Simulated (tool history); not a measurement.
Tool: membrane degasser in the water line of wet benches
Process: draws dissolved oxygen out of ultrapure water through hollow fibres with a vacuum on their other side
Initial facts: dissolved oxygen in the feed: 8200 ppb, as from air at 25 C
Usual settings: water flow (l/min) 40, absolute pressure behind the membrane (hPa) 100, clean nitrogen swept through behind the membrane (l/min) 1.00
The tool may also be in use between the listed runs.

run,day,water flow (l/min),absolute pressure behind the membrane (hPa),clean nitrogen swept through behind the membrane (l/min),dissolved oxygen in the water behind the degasser (ppb),pressure that the water loses in the fibres (hPa)
1,0.000,40,100,1.00,731.8,447.6
2,9.650,40,100,1.00,750.8,447.5
3,14.896,40,69,1.00,521.3,451.4
4,21.662,40,69,1.00,531.5,450.3
5,30.858,40,69,1.00,536.8,450.3
6,40.046,40,69,1.00,533.3,449.1
7,47.938,40,69,1.00,538.9,452.8
8,52.912,40,69,1.00,535.3,451.6
9,57.654,40,166,1.00,1190.7,452.1
10,65.788,40,166,0.43,1859.7,450.9
# day 72.950: seals of the vacuum lines changed
11,74.233,40,166,0.43,1938.5,448.2
12,83.729,40,100,2.75,473.1,451.1
13,88.438,40,100,2.75,468.5,452.1
14,95.683,40,100,2.75,477.4,455.5
15,100.808,40,100,2.75,467.3,458.5
16,104.854,40,100,2.75,473.7,454.0
17,109.038,42,102,2.52,533.9,479.2
18,113.608,47,148,1.00,1231.1,530.1
19,117.883,38,224,1.00,1483.9,434.6
20,124.138,38,224,1.00,1471.7,431.6
# day 124.908: vacuum gauge calibrated
21,132.400,49,83,1.51,677.0,558.9
22,137.825,44,155,0.97,1252.2,499.4
23,143.225,53,100,1.05,1004.2,604.5
24,149.004,39,112,0.51,1209.3,445.1
25,158.079,62,226,0.66,2618.0,716.2
26,162.579,62,226,0.66,2596.6,711.1
27,167.367,62,123,2.38,935.3,708.8
# day 169.338: vacuum gauge calibrated, once more
28,176.800,24,100,1.00,449.6,277.6
29,186.000,24,100,1.00,448.7,275.1
30,194.612,32,131,0.86,858.9,368.9
31,202.562,61,100,1.00,1118.9,701.5

Below, each run's measurement less what the same run would have read without the hidden state. Both values contain the same run-to-run variation, but the gauge's scatter may not be the same in both:
What the log doesn't record here: membrane still open, %; true pressure behind the membrane over the reading, kPa; air that leaks in behind the membrane, l/min; drift of the gauge itself on oxygen_ppb, %; drift of the gauge itself on loss_of_pressure_kpa, %.
run,dissolved oxygen in the water behind the degasser (ppb),pressure that the water loses in the fibres (hPa)
1,+37.9,+14.4
2,+40.8,+15.1
3,+42.5,+15.5
4,+44.7,+15.8
5,+46.8,+16.4
6,+48.2,+17.1
7,+50.4,+17.8
8,+50.9,+18.3
9,+47.2,+18.3
10,+35.8,+19.0
11,+56.4,+19.4
12,+45.5,+20.3
13,+45.8,+20.7
14,+47.8,+21.2
15,+47.6,+21.7
16,+49.0,+21.8
17,+53.4,+23.3
18,+63.7,+26.4
19,+49.4,+21.7
20,+50.1,+22.1
21,+81.8,+29.2
22,+76.6,+26.5
23,+97.6,+32.7
24,+92.4,+24.5
25,+87.8,+40.2
26,+87.9,+40.4
27,+94.7,+40.8
28,+26.2,+16.2
29,+27.5,+16.7
30,+38.5,+22.8
31,+76.0,+44.3

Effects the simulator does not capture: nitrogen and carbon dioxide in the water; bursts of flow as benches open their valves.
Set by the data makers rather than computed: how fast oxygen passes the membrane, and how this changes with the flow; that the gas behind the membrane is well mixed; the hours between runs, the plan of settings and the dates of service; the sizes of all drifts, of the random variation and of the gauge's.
